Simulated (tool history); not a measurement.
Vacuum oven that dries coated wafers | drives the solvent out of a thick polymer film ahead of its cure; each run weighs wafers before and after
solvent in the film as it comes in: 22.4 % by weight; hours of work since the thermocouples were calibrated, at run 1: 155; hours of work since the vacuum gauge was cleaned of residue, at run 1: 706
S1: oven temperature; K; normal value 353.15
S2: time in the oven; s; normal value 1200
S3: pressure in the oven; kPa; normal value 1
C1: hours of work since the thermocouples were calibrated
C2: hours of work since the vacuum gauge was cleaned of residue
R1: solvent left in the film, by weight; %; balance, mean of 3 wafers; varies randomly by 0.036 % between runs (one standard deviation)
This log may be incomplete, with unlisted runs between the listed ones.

{"run": 1, "day": 0.0, "S1": 353.15, "S2": 1200, "S3": 1, "C1": 155, "C2": 706, "R1": 3.33}
{"run": 2, "day": 2.867, "S1": 353.15, "S2": 1200, "S3": 1, "C1": 210, "C2": 761, "R1": 3.3}
{"run": 3, "day": 5.542, "S1": 353.15, "S2": 1200, "S3": 1, "C1": 261, "C2": 812, "R1": 3.46}
{"run": 4, "day": 7.646, "S1": 353.15, "S2": 1200, "S3": 1, "C1": 301, "C2": 852, "R1": 3.37}
{"run": 5, "day": 11.921, "S1": 353.15, "S2": 1200, "S3": 1, "C1": 383, "C2": 934, "R1": 3.44}
{"run": 6, "day": 13.983, "S1": 353.15, "S2": 1200, "S3": 1, "C1": 422, "C2": 973, "R1": 3.49}
{"run": 7, "day": 16.067, "S1": 353.15, "S2": 1200, "S3": 1, "C1": 462, "C2": 1013, "R1": 3.47}
{"run": 8, "day": 19.904, "S1": 353.15, "S2": 1200, "S3": 1, "C1": 535, "C2": 1086, "R1": 3.5}
{"run": 9, "day": 23.858, "S1": 353.15, "S2": 1200, "S3": 1, "C1": 611, "C2": 1162, "R1": 3.52}
{"run": 10, "day": 27.779, "S1": 353.15, "S2": 1200, "S3": 1, "C1": 686, "C2": 1237, "R1": 3.58}
{"day": 28.988, "done": "oven's thermocouples calibrated"}
{"run": 11, "day": 29.725, "S1": 353.15, "S2": 1200, "S3": 1, "C1": 14, "C2": 1272, "R1": 3.27}
{"run": 12, "day": 32.104, "S1": 353.15, "S2": 1200, "S3": 1, "C1": 60, "C2": 1318, "R1": 3.27}
{"run": 13, "day": 35.329, "S1": 353.15, "S2": 1200, "S3": 1, "C1": 121, "C2": 1379, "R1": 3.39}
{"run": 14, "day": 37.942, "S1": 353.15, "S2": 1200, "S3": 1, "C1": 171, "C2": 1429, "R1": 3.41}
{"run": 15, "day": 42.279, "S1": 353.15, "S2": 1200, "S3": 1, "C1": 254, "C2": 1512, "R1": 3.41}
{"run": 16, "day": 46.012, "S1": 353.15, "S2": 600, "S3": 0.59, "C1": 325, "C2": 1583, "R1": 7.32}
{"run": 17, "day": 49.392, "S1": 353.15, "S2": 1020, "S3": 1.82, "C1": 390, "C2": 1648, "R1": 4.78}
{"run": 18, "day": 52.708, "S1": 353.15, "S2": 1020, "S3": 1.65, "C1": 453, "C2": 1711, "R1": 4.79}
{"run": 19, "day": 56.296, "S1": 353.15, "S2": 1020, "S3": 1.65, "C1": 521, "C2": 1780, "R1": 4.82}
{"run": 20, "day": 60.296, "S1": 363.15, "S2": 1020, "S3": 1.24, "C1": 598, "C2": 1856, "R1": 2.27}
{"run": 21, "day": 63.738, "S1": 367.15, "S2": 900, "S3": 2, "C1": 664, "C2": 1922, "R1": 2.32}

For run 22, what comes out?
{"day": 66.279, "done": "oven's thermocouples calibrated"}
{"run": 22, "day": 68.154, "S1": 353.15, "S2": 840, "S3": 3.21, "C1": 36, "C2": 2004, "R1": "?"}

R1: 6.35 %
On a tool with no hidden condition, and with the same random variation, this run would have come out at R1 6.33 %.
